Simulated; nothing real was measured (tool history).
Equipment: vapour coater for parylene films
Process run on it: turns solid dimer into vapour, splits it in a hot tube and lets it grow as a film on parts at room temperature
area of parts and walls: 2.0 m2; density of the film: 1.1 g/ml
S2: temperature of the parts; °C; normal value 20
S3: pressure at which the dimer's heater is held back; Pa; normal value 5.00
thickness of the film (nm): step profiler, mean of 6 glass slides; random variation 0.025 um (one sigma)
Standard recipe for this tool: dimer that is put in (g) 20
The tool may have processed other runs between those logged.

{"run": 1, "hour": 0.0, "dimer that is put in (g)": 20, "S2": 20, "S3": 5.0, "thickness of the film (nm)": 7010}
{"run": 2, "hour": 27.0, "dimer that is put in (g)": 20, "S2": 20, "S3": 4.6, "thickness of the film (nm)": 7100}
{"run": 3, "hour": 56.1, "dimer that is put in (g)": 20, "S2": 20, "S3": 5.0, "thickness of the film (nm)": 7020}
{"run": 4, "hour": 94.6, "dimer that is put in (g)": 14, "S2": 20, "S3": 5.0, "thickness of the film (nm)": 4910}
{"run": 5, "hour": 118.6, "dimer that is put in (g)": 14, "S2": 20, "S3": 5.0, "thickness of the film (nm)": 4940}
{"run": 6, "hour": 142.0, "dimer that is put in (g)": 14, "S2": 20, "S3": 5.0, "thickness of the film (nm)": 4890}
{"run": 7, "hour": 170.7, "dimer that is put in (g)": 10, "S2": 20, "S3": 5.0, "thickness of the film (nm)": 3530}
{"run": 8, "hour": 208.4, "dimer that is put in (g)": 20, "S2": 20, "S3": 5.0, "thickness of the film (nm)": 7070}
{"run": 9, "hour": 235.4, "dimer that is put in (g)": 20, "S2": 20, "S3": 5.0, "thickness of the film (nm)": 7050}
{"run": 10, "hour": 276.8, "dimer that is put in (g)": 20, "S2": 20, "S3": 4.44, "thickness of the film (nm)": 7170}
{"run": 11, "hour": 300.2, "dimer that is put in (g)": 20, "S2": 20, "S3": 4.44, "thickness of the film (nm)": 7170}
{"run": 12, "hour": 330.8, "dimer that is put in (g)": 20, "S2": 20, "S3": 4.44, "thickness of the film (nm)": 7170}
{"run": 13, "hour": 354.6, "dimer that is put in (g)": 20, "S2": 20, "S3": 4.44, "thickness of the film (nm)": 7170}
{"run": 14, "hour": 402.9, "dimer that is put in (g)": 20, "S2": 20, "S3": 4.44, "thickness of the film (nm)": 7160}
{"run": 15, "hour": 436.2, "dimer that is put in (g)": 20, "S2": 20, "S3": 4.44, "thickness of the film (nm)": 7180}
{"run": 16, "hour": 468.8, "dimer that is put in (g)": 20, "S2": 20, "S3": 4.44, "thickness of the film (nm)": 7160}
{"run": 17, "hour": 495.1, "dimer that is put in (g)": 30, "S2": 29, "S3": 2.85, "thickness of the film (nm)": 7210}
{"run": 18, "hour": 535.2, "dimer that is put in (g)": 30, "S2": 29, "S3": 2.85, "thickness of the film (nm)": 7250}
{"run": 19, "hour": 575.0, "dimer that is put in (g)": 30, "S2": 29, "S3": 2.85, "thickness of the film (nm)": 7230}
{"run": 20, "hour": 626.8, "dimer that is put in (g)": 30, "S2": 29, "S3": 2.85, "thickness of the film (nm)": 7260}
{"run": 21, "hour": 650.7, "dimer that is put in (g)": 16, "S2": 25, "S3": 2.87, "thickness of the film (nm)": 4700}
{"run": 22, "hour": 679.3, "dimer that is put in (g)": 22, "S2": 17, "S3": 7.84, "thickness of the film (nm)": 8710}
{"run": 23, "hour": 713.9, "dimer that is put in (g)": 24, "S2": 14, "S3": 5.0, "thickness of the film (nm)": 10810}
{"run": 24, "hour": 745.7, "dimer that is put in (g)": 24, "S2": 14, "S3": 5.0, "thickness of the film (nm)": 10900}
{"run": 25, "hour": 791.8, "dimer that is put in (g)": 24, "S2": 28, "S3": 5.0, "thickness of the film (nm)": 5760}
{"run": 26, "hour": 817.1, "dimer that is put in (g)": 24, "S2": 28, "S3": 5.0, "thickness of the film (nm)": 5770}
{"run": 27, "hour": 858.3, "dimer that is put in (g)": 20, "S2": 20, "S3": 5.77, "thickness of the film (nm)": 6920}
{"run": 28, "hour": 906.1, "dimer that is put in (g)": 33, "S2": 23, "S3": 5.0, "thickness of the film (nm)": 10000}
{"run": 29, "hour": 957.6, "dimer that is put in (g)": 29, "S2": 20, "S3": 9.62, "thickness of the film (nm)": 9540}
{"run": 30, "hour": 988.3, "dimer that is put in (g)": 33, "S2": 20, "S3": 6.18, "thickness of the film (nm)": 11380}
{"run": 31, "hour": 1016.5, "dimer that is put in (g)": 33, "S2": 20, "S3": 6.18, "thickness of the film (nm)": 11390}

Not shown here: 2 entries made in the log between runs. Locate each between two listed runs and compare the hidden state at the listed run before it with the hidden state at the listed run after it:
Runs 8 to 9: trap's valve overhauled (hour 234.1)
  vapour lost through the trap's worn valve, %: 0.3 -> 0; drift of the gauge itself on film_um, %: 0.49 -> 0.54
  measured value less the no-hidden-state value, thickness of the film (nm): +10 -> +40
Runs 26 to 27: gauge calibrated (hour 843.7)
  drift of the gauge itself on film_um, %: 1.9 -> 0.03
  measured value less the no-hidden-state value, thickness of the film (nm): +110 -> +0
